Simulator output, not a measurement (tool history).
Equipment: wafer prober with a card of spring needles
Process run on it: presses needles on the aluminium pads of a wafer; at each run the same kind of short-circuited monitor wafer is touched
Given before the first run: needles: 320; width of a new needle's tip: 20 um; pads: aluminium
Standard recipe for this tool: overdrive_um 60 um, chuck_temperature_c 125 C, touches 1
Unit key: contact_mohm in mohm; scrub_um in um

Run 1, hour 0.0: usual settings. Result: contact_mohm 234 mohm, scrub_um 10.47 um.
At hour 2.1: tips cleaned on abrasive film.
Run 2, hour 9.6: usual settings. Result: contact_mohm 234 mohm, scrub_um 10.43 um.
At hour 11.7: tips cleaned on abrasive film.
At hour 21.3: tips cleaned on abrasive film.
Run 3, hour 21.4: usual settings. Result: contact_mohm 201 mohm, scrub_um 10.48 um.
At hour 31.2: tips cleaned on abrasive film.
Run 4, hour 34.6: usual settings. Result: contact_mohm 218 mohm, scrub_um 10.33 um.
At hour 41.4: tips cleaned on abrasive film.
Run 5, hour 45.8: usual settings. Result: contact_mohm 224 mohm, scrub_um 10.49 um.
At hour 51.3: tips cleaned on abrasive film.
Run 6, hour 54.6: usual settings. Result: contact_mohm 218 mohm, scrub_um 10.37 um.
At hour 60.9: tips cleaned on abrasive film.
Run 7, hour 60.9: usual settings. Result: contact_mohm 205 mohm, scrub_um 10.37 um.
Run 8, hour 67.1: usual settings. Result: contact_mohm 227 mohm, scrub_um 10.35 um.
At hour 71.4: tips cleaned on abrasive film.
Run 9, hour 80.0: usual settings but chuck_temperature_c 40 C. Result: contact_mohm 224 mohm, scrub_um 10.30 um.
At hour 80.8: tips cleaned on abrasive film.
Run 10, hour 90.1: usual settings but overdrive_um 47 um, chuck_temperature_c 34 C, touches 2. Result: contact_mohm 231 mohm, scrub_um 7.99 um.
At hour 91.0: tips cleaned on abrasive film.
Run 11, hour 97.0: usual settings but overdrive_um 48 um, chuck_temperature_c 28 C, touches 2. Result: contact_mohm 216 mohm, scrub_um 8.15 um.
At hour 100.4: tips cleaned on abrasive film.
Run 12, hour 104.0: usual settings but overdrive_um 49 um, chuck_temperature_c 96 C. Result: contact_mohm 228 mohm, scrub_um 8.25 um.
At hour 110.0: tips cleaned on abrasive film.
Run 13, hour 115.9: usual settings but overdrive_um 74 um, chuck_temperature_c 28 C. Result: contact_mohm 199 mohm, scrub_um 12.81 um.
At hour 120.2: tips cleaned on abrasive film.
Run 14, hour 128.7: usual settings but overdrive_um 63 um. Result: contact_mohm 232 mohm, scrub_um 10.80 um.

Estimate the outcome of run 15 from the log above:
At hour 130.4: tips cleaned on abrasive film.
Run 15, hour 137.9: usual settings but overdrive_um 42 um, chuck_temperature_c 96 C, touches 2. Result: contact_mohm ?, scrub_um ?.

Run 15 yielded contact_mohm 253 mohm, scrub_um 6.97 um.
On a tool with no hidden condition, and with the same random variation, this run would have come out at contact_mohm 202 mohm, scrub_um 7.64 um.
